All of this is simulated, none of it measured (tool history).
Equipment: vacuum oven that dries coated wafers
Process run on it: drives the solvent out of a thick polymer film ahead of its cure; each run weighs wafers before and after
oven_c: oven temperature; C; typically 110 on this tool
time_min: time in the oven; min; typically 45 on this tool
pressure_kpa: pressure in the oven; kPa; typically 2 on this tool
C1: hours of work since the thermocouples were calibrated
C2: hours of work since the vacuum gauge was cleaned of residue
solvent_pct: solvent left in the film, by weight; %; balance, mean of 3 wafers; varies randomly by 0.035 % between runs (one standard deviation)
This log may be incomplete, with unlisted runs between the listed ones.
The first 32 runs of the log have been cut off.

run 33 hour=284.1 | oven_c=110 time_min=45 pressure_kpa=4.12 | C1=598 C2=148 | solvent_pct=4.84
run 34 hour=290.4 | oven_c=113 time_min=61 pressure_kpa=1.7 | C1=601 C2=151 | solvent_pct=1.63
run 35 hour=301.5 | oven_c=104 time_min=55 pressure_kpa=2.9 | C1=607 C2=157 | solvent_pct=5
run 36 hour=307.4 | oven_c=104 time_min=55 pressure_kpa=2.9 | C1=610 C2=160 | solvent_pct=5.09
run 37 hour=314.2 | oven_c=104 time_min=55 pressure_kpa=2.9 | C1=613 C2=163 | solvent_pct=5.15
run 38 hour=326.5 | oven_c=108 time_min=73 pressure_kpa=3.57 | C1=619 C2=170 | solvent_pct=3.92
run 39 hour=334.7 | oven_c=117 time_min=61 pressure_kpa=2.32 | C1=624 C2=174 | solvent_pct=1.78
run 40 hour=344.2 | oven_c=117 time_min=61 pressure_kpa=2.32 | C1=628 C2=179 | solvent_pct=1.78
run 41 hour=350.5 | oven_c=103 time_min=29 pressure_kpa=5.22 | C1=632 C2=182 | solvent_pct=11.06
run 42 hour=358.1 | oven_c=103 time_min=29 pressure_kpa=5.22 | C1=636 C2=186 | solvent_pct=11.06
run 43 hour=368.6 | oven_c=118 time_min=59 pressure_kpa=6.45 | C1=641 C2=191 | solvent_pct=4.55
run 44 hour=376.2 | oven_c=118 time_min=59 pressure_kpa=5.93 | C1=645 C2=195 | solvent_pct=4.15
run 45 hour=384 | oven_c=114 time_min=45 pressure_kpa=2 | C1=649 C2=199 | solvent_pct=2.21

Below are 3 alternative next runs, each starting from the tool's condition after run 45. Predict each:
run A hour=395.8 | oven_c=100 time_min=48 pressure_kpa=1.85 | C1=655 C2=205 | solvent_pct=?
run B hour=395.8 | oven_c=114 time_min=45 pressure_kpa=1.98 | C1=655 C2=205 | solvent_pct=?
run C hour=395.8 | oven_c=99 time_min=35 pressure_kpa=1.14 | C1=655 C2=205 | solvent_pct=?

run=A solvent_pct=6.44
run=B solvent_pct=2.21
run=C solvent_pct=8.32
With no hidden state in the tool, these same runs would have given:
run=A solvent_pct=5.89
run=B solvent_pct=1.99
run=C solvent_pct=7.73
